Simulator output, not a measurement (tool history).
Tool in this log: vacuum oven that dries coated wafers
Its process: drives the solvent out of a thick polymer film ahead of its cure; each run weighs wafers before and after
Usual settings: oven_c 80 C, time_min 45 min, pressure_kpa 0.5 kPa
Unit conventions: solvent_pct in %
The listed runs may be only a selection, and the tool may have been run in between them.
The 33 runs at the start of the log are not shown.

run	hour	oven_c	time_min	pressure_kpa	hours of work since the thermocouples were calibrated	hours of work since the vacuum gauge was cleaned of residue	solvent_pct
34	854.9	80	75	0.722	351	738	0.85
35	872.5	93	50	0.5	360	748	0.43
36	897.5	93	50	0.5	374	761	0.38
37	922.3	74	28	0.258	388	775	3.87
38	936.9	90	45	0.623	396	783	0.5
39	954.6	70	64	0.5	406	793	2.55
40	989.6	70	64	0.5	425	812	2.47
41	1009.2	70	64	0.5	436	823	2.4
42	1025.5	70	64	0.5	445	832	2.49
43	1044.4	88	45	0.364	455	842	0.45
44	1061.2	88	78	1.472	464	851	1.09

5 options for the next run, each taken on its own from the tool as it stands now. Forecast them:
A	1080.7	80	45	1.811	475	862	?
B	1080.7	80	47	0.5	475	862	?
C	1080.7	82	78	1.659	475	862	?
D	1080.7	79	49	1.84	475	862	?
E	1080.7	91	71	1.472	475	862	?

run	solvent_pct
A	2.27
B	1.13
C	1.49
D	2.28
E	0.93
Take away the tool's hidden state, keep each run's random variation, and the runs would have read:
run	solvent_pct
A	2.19
B	1
C	1.31
D	2.19
E	0.78
